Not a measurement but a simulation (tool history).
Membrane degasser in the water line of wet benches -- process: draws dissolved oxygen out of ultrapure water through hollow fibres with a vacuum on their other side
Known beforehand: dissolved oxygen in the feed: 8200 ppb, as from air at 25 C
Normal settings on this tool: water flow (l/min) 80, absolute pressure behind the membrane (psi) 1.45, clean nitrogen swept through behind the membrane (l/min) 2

run,hour,water flow (l/min),absolute pressure behind the membrane (psi),clean nitrogen swept through behind the membrane (l/min),dissolved oxygen in the water behind the degasser (ppb),pressure that the water loses in the fibres (psi)
1,0,80,1.45,2,527,9.712
2,88.2,80,1.02,2,303,9.702
3,199.9,80,1.45,2,524.8,9.735
4,291.4,80,1.45,2,525.1,9.784
5,356.3,80,2.25,2,908.2,9.799
6,439.9,80,1.45,2,526.7,9.787
7,513.5,80,1.45,2,529.5,9.777
8,593.6,80,2.44,2,991.1,9.742
9,696.8,80,1.45,4.02,301,9.67
10,765.9,80,1.45,4.02,300.4,9.777
11,819,80,1.45,4.02,301.3,9.764

What does the tool deliver on the next run?
12,921.4,80,1.16,1.42,?,?

{"run 12": {"dissolved oxygen in the water behind the degasser (ppb)": 490.5, "pressure that the water loses in the fibres (psi)": 9.757}}
The same run, on a tool lacking any hidden state, would have yielded dissolved oxygen in the water behind the degasser (ppb) 490.4, pressure that the water loses in the fibres (psi) 9.755.
